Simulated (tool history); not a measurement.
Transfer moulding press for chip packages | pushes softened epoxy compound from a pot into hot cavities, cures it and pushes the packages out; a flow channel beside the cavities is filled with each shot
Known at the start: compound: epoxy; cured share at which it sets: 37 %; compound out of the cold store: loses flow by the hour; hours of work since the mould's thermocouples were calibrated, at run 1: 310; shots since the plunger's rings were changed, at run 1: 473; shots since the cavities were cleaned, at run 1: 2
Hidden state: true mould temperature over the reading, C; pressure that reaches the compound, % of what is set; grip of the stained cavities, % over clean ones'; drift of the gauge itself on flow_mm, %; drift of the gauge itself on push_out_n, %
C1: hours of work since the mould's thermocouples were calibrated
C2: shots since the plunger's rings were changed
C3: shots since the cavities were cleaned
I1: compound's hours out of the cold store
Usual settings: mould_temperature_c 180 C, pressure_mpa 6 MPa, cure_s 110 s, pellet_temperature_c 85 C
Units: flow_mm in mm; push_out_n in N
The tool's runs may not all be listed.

{"run": 1, "hour": 0.0, "mould_temperature_c": 180, "pressure_mpa": 6, "cure_s": 110, "pellet_temperature_c": 85, "C1": 310, "C2": 473, "C3": 2, "I1": 35.2, "flow_mm": 777, "push_out_n": 382}
{"run": 2, "hour": 9.4, "mould_temperature_c": 180, "pressure_mpa": 6, "cure_s": 110, "pellet_temperature_c": 85, "C1": 318, "C2": 605, "C3": 134, "I1": 28.1, "flow_mm": 811, "push_out_n": 389}
{"run": 3, "hour": 20.9, "mould_temperature_c": 180, "pressure_mpa": 6, "cure_s": 110, "pellet_temperature_c": 85, "C1": 327, "C2": 766, "C3": 295, "I1": 15.1, "flow_mm": 875, "push_out_n": 405}
{"run": 4, "hour": 32.5, "mould_temperature_c": 186, "pressure_mpa": 6, "cure_s": 110, "pellet_temperature_c": 85, "C1": 336, "C2": 929, "C3": 458, "I1": 32.5, "flow_mm": 774, "push_out_n": 358}
{"run": 5, "hour": 44.3, "mould_temperature_c": 180, "pressure_mpa": 6, "cure_s": 110, "pellet_temperature_c": 85, "C1": 345, "C2": 1095, "C3": 624, "I1": 37.6, "flow_mm": 767, "push_out_n": 380}
{"run": 6, "hour": 50.6, "mould_temperature_c": 180, "pressure_mpa": 6, "cure_s": 110, "pellet_temperature_c": 85, "C1": 350, "C2": 1184, "C3": 713, "I1": 23.3, "flow_mm": 835, "push_out_n": 398}
{"run": 7, "hour": 57.0, "mould_temperature_c": 180, "pressure_mpa": 6.56, "cure_s": 110, "pellet_temperature_c": 85, "C1": 355, "C2": 1274, "C3": 803, "I1": 44.2, "flow_mm": 777, "push_out_n": 395}
{"run": 8, "hour": 65.2, "mould_temperature_c": 180, "pressure_mpa": 6, "cure_s": 110, "pellet_temperature_c": 85, "C1": 361, "C2": 1388, "C3": 917, "I1": 18.8, "flow_mm": 852, "push_out_n": 381}
{"hour": 69.3, "done": "cavities cleaned with cleaning compound and waxed"}
{"run": 9, "hour": 75.9, "mould_temperature_c": 173, "pressure_mpa": 6, "cure_s": 110, "pellet_temperature_c": 85, "C1": 368, "C2": 1517, "C3": 92, "I1": 13.1, "flow_mm": 917, "push_out_n": 557}
{"run": 10, "hour": 87.3, "mould_temperature_c": 173, "pressure_mpa": 6, "cure_s": 104, "pellet_temperature_c": 85, "C1": 377, "C2": 1678, "C3": 253, "I1": 43.8, "flow_mm": 762, "push_out_n": 551}
{"run": 11, "hour": 93.4, "mould_temperature_c": 173, "pressure_mpa": 6, "cure_s": 104, "pellet_temperature_c": 85, "C1": 382, "C2": 1764, "C3": 339, "I1": 36.5, "flow_mm": 796, "push_out_n": 556}
{"run": 12, "hour": 103.6, "mould_temperature_c": 173, "pressure_mpa": 6, "cure_s": 104, "pellet_temperature_c": 85, "C1": 390, "C2": 1906, "C3": 481, "I1": 25.1, "flow_mm": 853, "push_out_n": 587}
{"run": 13, "hour": 114.2, "mould_temperature_c": 173, "pressure_mpa": 6, "cure_s": 104, "pellet_temperature_c": 85, "C1": 398, "C2": 2055, "C3": 630, "I1": 40.8, "flow_mm": 773, "push_out_n": 544}
{"run": 14, "hour": 119.9, "mould_temperature_c": 173, "pressure_mpa": 6, "cure_s": 104, "pellet_temperature_c": 85, "C1": 402, "C2": 2136, "C3": 711, "I1": 20.7, "flow_mm": 879, "push_out_n": 621}
{"run": 15, "hour": 129.7, "mould_temperature_c": 179, "pressure_mpa": 4.62, "cure_s": 110, "pellet_temperature_c": 78, "C1": 410, "C2": 2273, "C3": 848, "I1": 45.2, "flow_mm": 648, "push_out_n": 372}
{"hour": 138.4, "done": "cavities cleaned with cleaning compound and waxed"}
{"run": 16, "hour": 141.5, "mould_temperature_c": 185, "pressure_mpa": 5.43, "cure_s": 145, "pellet_temperature_c": 88, "C1": 418, "C2": 2418, "C3": 44, "I1": 42.8, "flow_mm": 691, "push_out_n": 352}
{"run": 17, "hour": 153.6, "mould_temperature_c": 185, "pressure_mpa": 5, "cure_s": 128, "pellet_temperature_c": 88, "C1": 427, "C2": 2588, "C3": 214, "I1": 28.9, "flow_mm": 719, "push_out_n": 365}
{"run": 18, "hour": 159.8, "mould_temperature_c": 185, "pressure_mpa": 6.17, "cure_s": 128, "pellet_temperature_c": 88, "C1": 432, "C2": 2675, "C3": 301, "I1": 41.3, "flow_mm": 742, "push_out_n": 364}
{"run": 19, "hour": 167.4, "mould_temperature_c": 185, "pressure_mpa": 4.62, "cure_s": 128, "pellet_temperature_c": 88, "C1": 438, "C2": 2782, "C3": 408, "I1": 43.6, "flow_mm": 637, "push_out_n": 350}
{"hour": 176.4, "done": "plunger's sealing rings changed"}
{"run": 20, "hour": 182.6, "mould_temperature_c": 180, "pressure_mpa": 4.51, "cure_s": 119, "pellet_temperature_c": 85, "C1": 448, "C2": 88, "C3": 586, "I1": 33.9, "flow_mm": 687, "push_out_n": 371}
{"run": 21, "hour": 190.9, "mould_temperature_c": 180, "pressure_mpa": 5.6, "cure_s": 120, "pellet_temperature_c": 79, "C1": 454, "C2": 204, "C3": 702, "I1": 42.4, "flow_mm": 720, "push_out_n": 381}
{"run": 22, "hour": 196.6, "mould_temperature_c": 180, "pressure_mpa": 5.6, "cure_s": 120, "pellet_temperature_c": 79, "C1": 459, "C2": 285, "C3": 783, "I1": 17.9, "flow_mm": 836, "push_out_n": 383}
{"run": 23, "hour": 201.9, "mould_temperature_c": 177, "pressure_mpa": 5.6, "cure_s": 120, "pellet_temperature_c": 82, "C1": 463, "C2": 358, "C3": 856, "I1": 20.6, "flow_mm": 833, "push_out_n": 394}
{"run": 24, "hour": 207.9, "mould_temperature_c": 177, "pressure_mpa": 5.6, "cure_s": 120, "pellet_temperature_c": 82, "C1": 468, "C2": 442, "C3": 940, "I1": 35.2, "flow_mm": 756, "push_out_n": 382}
{"hour": 211.1, "done": "cavities cleaned with cleaning compound and waxed"}
{"run": 25, "hour": 216.4, "mould_temperature_c": 177, "pressure_mpa": 5.6, "cure_s": 120, "pellet_temperature_c": 82, "C1": 473, "C2": 541, "C3": 74, "I1": 25.5, "flow_mm": 802, "push_out_n": 388}
{"run": 26, "hour": 225.7, "mould_temperature_c": 178, "pressure_mpa": 6, "cure_s": 110, "pellet_temperature_c": 85, "C1": 480, "C2": 671, "C3": 204, "I1": 27.4, "flow_mm": 820, "push_out_n": 413}

Measured less the same run without the tool's hidden state. The same run-to-run variation is in both; the gauge's scatter may not be:
run=1 push_out_n=+0
run=2 push_out_n=+1
run=3 push_out_n=+3
run=4 push_out_n=+3
run=5 push_out_n=+5
run=6 push_out_n=+5
run=7 push_out_n=+5
run=8 push_out_n=+6
run=9 push_out_n=+2
run=10 push_out_n=+4
run=11 push_out_n=+5
run=12 push_out_n=+7
run=13 push_out_n=+8
run=14 push_out_n=+9
run=15 push_out_n=+6
run=16 push_out_n=+1
run=17 push_out_n=+3
run=18 push_out_n=+3
run=19 push_out_n=+4
run=20 push_out_n=+5
run=21 push_out_n=+5
run=22 push_out_n=+6
run=23 push_out_n=+6
run=24 push_out_n=+7
run=25 push_out_n=+1
run=26 push_out_n=+2
flow_mm: within 1 mm of the measured result in every run.

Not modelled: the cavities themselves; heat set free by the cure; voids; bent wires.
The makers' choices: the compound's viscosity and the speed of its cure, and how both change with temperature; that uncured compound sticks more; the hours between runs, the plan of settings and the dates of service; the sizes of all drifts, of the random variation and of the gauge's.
